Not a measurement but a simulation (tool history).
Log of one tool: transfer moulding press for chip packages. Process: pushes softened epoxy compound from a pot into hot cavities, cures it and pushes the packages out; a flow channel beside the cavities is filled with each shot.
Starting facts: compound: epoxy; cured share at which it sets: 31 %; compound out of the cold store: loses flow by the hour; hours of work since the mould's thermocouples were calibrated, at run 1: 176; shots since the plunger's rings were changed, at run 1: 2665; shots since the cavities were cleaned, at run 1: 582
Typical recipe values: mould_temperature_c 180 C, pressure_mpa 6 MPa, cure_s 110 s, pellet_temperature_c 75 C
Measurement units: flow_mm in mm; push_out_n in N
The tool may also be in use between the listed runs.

| run | hour | mould_temperature_c | pressure_mpa | cure_s | pellet_temperature_c | hours of work since the mould's thermocouples were calibrated | shots since the plunger's rings were changed | shots since the cavities were cleaned | incoming compound's hours out of the cold store | flow_mm | push_out_n |
|---|---|---|---|---|---|---|---|---|---|---|---|
| 1 | 0 | 180 | 6 | 110 | 75 | 176 | 2665 | 582 | 28.9 | 684 | 731 |
| 2 | 5.7 | 180 | 6 | 110 | 75 | 179 | 2715 | 632 | 11.8 | 759 | 740 |
| 3 | 14.3 | 180 | 6 | 110 | 75 | 183 | 2789 | 706 | 9.7 | 755 | 751 |
| 4 | 18.8 | 180 | 6 | 110 | 75 | 185 | 2828 | 745 | 22.9 | 706 | 757 |
| 5 | 24.2 | 176 | 6 | 110 | 75 | 188 | 2875 | 792 | 41.8 | 647 | 887 |
| 6 | 30.4 | 176 | 6 | 110 | 75 | 191 | 2929 | 846 | 19.6 | 717 | 936 |
| 7 | 38 | 180 | 6 | 135 | 75 | 195 | 2995 | 912 | 44.4 | 621 | 727 |
| 8 | 42 | 180 | 6.06 | 135 | 75 | 197 | 3030 | 947 | 43.8 | 630 | 711 |
| 9 | 47.7 | 180 | 6.06 | 135 | 75 | 199 | 3079 | 996 | 25.9 | 694 | 735 |
| 10 | 56.6 | 180 | 6 | 110 | 75 | 204 | 3157 | 1074 | 40.7 | 631 | 825 |
|  | 63.4 | cavities cleaned with cleaning compound and waxed |
| 11 | 67 | 180 | 6 | 110 | 75 | 208 | 3234 | 32 | 38.8 | 642 | 469 |
| 12 | 72.4 | 180 | 6 | 110 | 75 | 211 | 3281 | 79 | 25.9 | 684 | 483 |
| 13 | 76.1 | 180 | 6 | 110 | 75 | 213 | 3312 | 110 | 14.2 | 740 | 540 |
| 14 | 82.4 | 180 | 6 | 110 | 75 | 216 | 3368 | 166 | 24.2 | 686 | 565 |
| 15 | 91.4 | 180 | 6 | 112 | 68 | 220 | 3446 | 244 | 12.9 | 732 | 610 |
| 16 | 99 | 179 | 5.53 | 92 | 72 | 224 | 3512 | 310 | 33.1 | 638 | 888 |
| 17 | 105.9 | 181 | 6.3 | 110 | 68 | 227 | 3572 | 370 | 33.9 | 668 | 623 |
| 18 | 113 | 181 | 6.25 | 110 | 68 | 231 | 3634 | 432 | 33.4 | 664 | 680 |
| 19 | 120.7 | 181 | 6.25 | 110 | 68 | 235 | 3701 | 499 | 11.5 | 739 | 728 |
| 20 | 128.6 | 181 | 6.25 | 110 | 68 | 239 | 3769 | 567 | 39.1 | 650 | 708 |
| 21 | 133.1 | 181 | 6.25 | 110 | 82 | 241 | 3808 | 606 | 23.7 | 700 | 692 |
| 22 | 138.9 | 181 | 6.25 | 110 | 82 | 244 | 3859 | 657 | 11.7 | 744 | 765 |
| 23 | 146 | 186 | 6.16 | 150 | 68 | 247 | 3920 | 718 | 38.8 | 631 | 653 |
| 24 | 151.6 | 187 | 5.61 | 110 | 75 | 250 | 3969 | 767 | 26.2 | 642 | 673 |
| 25 | 158.4 | 180 | 5.57 | 110 | 73 | 253 | 4028 | 826 | 45 | 594 | 790 |
| 26 | 164.5 | 180 | 5.61 | 110 | 75 | 256 | 4081 | 879 | 13.5 | 704 | 821 |
|  | 171.8 | plunger's sealing rings changed |
| 27 | 174.4 | 180 | 6 | 99 | 70 | 260 | 22 | 943 | 40.9 | 680 | 935 |
| 28 | 183.2 | 173 | 6 | 107 | 70 | 264 | 99 | 1020 | 25.3 | 750 | 1227 |

Consider 5 possible next runs. They are alternatives, not a sequence: every one starts from the tool as it was left by run 28. What does each give?
| A | 191.1 | 182 | 4.55 | 110 | 83 | 268 | 167 | 1088 | 31 | ? | ? |
| B | 191.1 | 173 | 6 | 107 | 78 | 268 | 167 | 1088 | 37 | ? | ? |
| C | 191.1 | 182 | 4.58 | 95 | 70 | 268 | 167 | 1088 | 29.4 | ? | ? |
| D | 191.1 | 180 | 6 | 116 | 75 | 268 | 167 | 1088 | 12.3 | ? | ? |
| E | 191.1 | 185 | 6 | 121 | 70 | 268 | 167 | 1088 | 12.2 | ? | ? |

| run | flow_mm | push_out_n |
|---|---|---|
| A | 618 | 845 |
| B | 701 | 1172 |
| C | 622 | 950 |
| D | 789 | 825 |
| E | 771 | 761 |
With the hidden condition removed and each run's random variation left untouched, the same runs would have given:
| run | flow_mm | push_out_n |
|---|---|---|
| A | 621 | 433 |
| B | 705 | 588 |
| C | 626 | 483 |
| D | 793 | 420 |
| E | 775 | 392 |
